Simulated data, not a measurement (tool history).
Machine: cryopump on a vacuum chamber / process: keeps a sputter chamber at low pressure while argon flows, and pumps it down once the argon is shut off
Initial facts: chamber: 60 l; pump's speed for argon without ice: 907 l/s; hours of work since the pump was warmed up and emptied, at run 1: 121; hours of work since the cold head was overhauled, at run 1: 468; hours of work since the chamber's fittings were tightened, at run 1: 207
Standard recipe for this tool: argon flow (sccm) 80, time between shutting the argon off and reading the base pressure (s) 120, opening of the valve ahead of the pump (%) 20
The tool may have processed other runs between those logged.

run	hour	argon flow (sccm)	time between shutting the argon off and reading the base pressure (s)	opening of the valve ahead of the pump (%)	hours of work since the pump was warmed up and emptied	hours of work since the cold head was overhauled	hours of work since the chamber's fittings were tightened	pressure while argon flows (Pa)	pressure after the wait (uPa)
1	0	80	120	20	121	468	207	0.7658	1.36
2	19.3	80	120	20	129	476	215	0.7649	1.38
3	42.6	80	120	20	140	487	226	0.7659	1.37
4	57.4	80	120	20	146	493	232	0.7664	1.39
5	76.2	80	120	20	154	501	241	0.7678	1.4
6	101.9	80	120	20	166	513	252	0.7769	1.41
7	119	80	21	20	173	520	259	0.7704	5.51
8	138	80	21	20	182	529	268	0.7731	5.46
9	161	80	21	20	192	539	278	0.7742	5.49
10	176.3	80	21	20	198	546	285	0.7756	5.57
11	203.5	80	120	23	210	558	297	0.6827	1.4
12	227.5	80	120	23	221	568	307	0.6835	1.49
13	246.3	80	120	23	229	576	316	0.6856	1.45
14	266.8	80	120	23	238	585	325	0.6877	1.41
15	283.8	80	250	20	246	593	332	0.7802	1.03
16	298.8	125	100	19	252	600	339	1.2885	1.65
17	320.5	138	21	41	262	609	348	0.7038	5.56
18	346	138	21	40	273	620	360	0.7262	5.71
19	368.2	97	20	20	283	630	369	0.9628	6.09
20	396.2	53	35	32	295	642	382	0.3419	3.65
21	417.6	53	35	32	305	652	391	0.3464	3.75

For run 22, what comes out?
22	446.2	100	120	19	317	665	404	?	?

Run 22 gave pressure while argon flows (Pa) 1.0493, pressure after the wait (uPa) 1.61.
On a tool with no hidden condition, and with the same random variation, this run would have come out at pressure while argon flows (Pa) 0.9795, pressure after the wait (uPa) 1.21.
